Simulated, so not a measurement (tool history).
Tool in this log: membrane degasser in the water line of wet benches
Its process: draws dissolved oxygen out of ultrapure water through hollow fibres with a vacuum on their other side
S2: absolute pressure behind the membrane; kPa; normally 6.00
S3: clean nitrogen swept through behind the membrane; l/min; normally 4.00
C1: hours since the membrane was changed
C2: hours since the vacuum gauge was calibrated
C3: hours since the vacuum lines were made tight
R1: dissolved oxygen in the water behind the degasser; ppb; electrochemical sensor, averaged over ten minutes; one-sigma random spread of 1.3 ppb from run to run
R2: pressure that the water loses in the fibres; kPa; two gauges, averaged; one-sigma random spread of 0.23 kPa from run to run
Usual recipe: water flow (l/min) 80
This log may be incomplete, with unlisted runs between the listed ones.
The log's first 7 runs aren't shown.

run 8 day=64.075 | water_flow_(l/min)=80 S2=6.00 S3=4.00 | C1=11138 C2=6962 C3=8667 | R1=132.1 R2=57.38
run 9 day=70.896 | water_flow_(l/min)=80 S2=6.00 S3=4.00 | C1=11301 C2=7126 C3=8831 | R1=134.0 R2=56.77
run 10 day=77.900 | water_flow_(l/min)=80 S2=6.00 S3=4.00 | C1=11470 C2=7294 C3=8999 | R1=132.6 R2=56.93
run 11 day=84.688 | water_flow_(l/min)=80 S2=5.21 S3=4.00 | C1=11633 C2=7457 C3=9162 | R1=96.9 R2=56.67
run 12 day=90.021 | water_flow_(l/min)=80 S2=6.00 S3=1.70 | C1=11761 C2=7585 C3=9290 | R1=255.2 R2=56.92
run 13 day=97.112 | water_flow_(l/min)=80 S2=6.00 S3=1.70 | C1=11931 C2=7755 C3=9460 | R1=257.4 R2=56.96
run 14 day=106.771 | water_flow_(l/min)=80 S2=6.00 S3=1.70 | C1=12163 C2=7987 C3=9692 | R1=260.2 R2=56.56
run 15 day=113.542 | water_flow_(l/min)=80 S2=9.89 S3=4.00 | C1=12325 C2=8150 C3=9854 | R1=292.5 R2=57.42
run 16 day=121.946 | water_flow_(l/min)=100 S2=6.00 S3=4.00 | C1=12527 C2=8351 C3=10056 | R1=169.9 R2=71.59
run 17 day=127.392 | water_flow_(l/min)=56 S2=13.59 S3=8.38 | C1=12657 C2=8482 C3=10186 | R1=163.4 R2=39.96
run 18 day=136.600 | water_flow_(l/min)=49 S2=3.66 S3=8.38 | C1=12878 C2=8703 C3=10407 | R1=7.4 R2=35.01
run 19 day=141.692 | water_flow_(l/min)=83 S2=7.97 S3=7.41 | C1=13001 C2=8825 C3=10530 | R1=132.5 R2=59.03
-- day=145.275 vacuum gauge calibrated
run 20 day=146.958 | water_flow_(l/min)=83 S2=7.97 S3=7.41 | C1=13127 C2=40 C3=10656 | R1=133.7 R2=59.26
run 21 day=156.188 | water_flow_(l/min)=94 S2=5.01 S3=4.00 | C1=13348 C2=262 C3=10877 | R1=109.4 R2=67.00
run 22 day=165.046 | water_flow_(l/min)=53 S2=8.13 S3=11.62 | C1=13561 C2=475 C3=11090 | R1=54.3 R2=37.95
run 23 day=175.038 | water_flow_(l/min)=53 S2=8.13 S3=11.62 | C1=13800 C2=714 C3=11329 | R1=55.3 R2=37.56
run 24 day=179.638 | water_flow_(l/min)=61 S2=8.13 S3=11.62 | C1=13911 C2=825 C3=11440 | R1=64.7 R2=43.09
run 25 day=186.567 | water_flow_(l/min)=89 S2=4.96 S3=2.51 | C1=14077 C2=991 C3=11606 | R1=139.2 R2=63.95
run 26 day=191.129 | water_flow_(l/min)=112 S2=13.29 S3=2.49 | C1=14187 C2=1101 C3=11716 | R1=849.2 R2=79.65
run 27 day=202.217 | water_flow_(l/min)=68 S2=5.18 S3=1.86 | C1=14453 C2=1367 C3=11982 | R1=148.5 R2=48.04
run 28 day=212.454 | water_flow_(l/min)=68 S2=5.18 S3=1.86 | C1=14698 C2=1612 C3=12227 | R1=151.2 R2=48.52
run 29 day=219.050 | water_flow_(l/min)=66 S2=6.28 S3=1.86 | C1=14857 C2=1771 C3=12386 | R1=221.0 R2=46.95
-- day=221.325 seals of the vacuum lines changed
run 30 day=228.829 | water_flow_(l/min)=122 S2=4.07 S3=5.05 | C1=15089 C2=2003 C3=180 | R1=95.2 R2=87.09
run 31 day=239.325 | water_flow_(l/min)=78 S2=4.07 S3=6.81 | C1=15341 C2=2255 C3=432 | R1=31.4 R2=55.68

Consider 5 possible next runs. They are alternatives, not a sequence: every one starts from the tool as it was left by run 31. What does each give?
run A day=245.221 | water_flow_(l/min)=113 S2=8.56 S3=4.29 | C1=15483 C2=2397 C3=573 | R1=? R2=?
run B day=245.221 | water_flow_(l/min)=59 S2=8.27 S3=1.82 | C1=15483 C2=2397 C3=573 | R1=? R2=?
run C day=245.221 | water_flow_(l/min)=80 S2=3.80 S3=5.52 | C1=15483 C2=2397 C3=573 | R1=? R2=?
run D day=245.221 | water_flow_(l/min)=94 S2=4.07 S3=6.81 | C1=15483 C2=2397 C3=573 | R1=? R2=?
run E day=245.221 | water_flow_(l/min)=66 S2=6.00 S3=3.38 | C1=15483 C2=2397 C3=573 | R1=? R2=?

run=A R1=329.2 R2=80.17
run=B R1=326.5 R2=42.31
run=C R1=27.8 R2=56.75
run=D R1=45.2 R2=66.99
run=E R1=123.7 R2=47.24
Without the tool's unlogged condition, the same runs would have read:
run=A R1=329.1 R2=80.13
run=B R1=326.4 R2=42.28
run=C R1=27.7 R2=56.72
run=D R1=45.1 R2=66.96
run=E R1=123.6 R2=47.21

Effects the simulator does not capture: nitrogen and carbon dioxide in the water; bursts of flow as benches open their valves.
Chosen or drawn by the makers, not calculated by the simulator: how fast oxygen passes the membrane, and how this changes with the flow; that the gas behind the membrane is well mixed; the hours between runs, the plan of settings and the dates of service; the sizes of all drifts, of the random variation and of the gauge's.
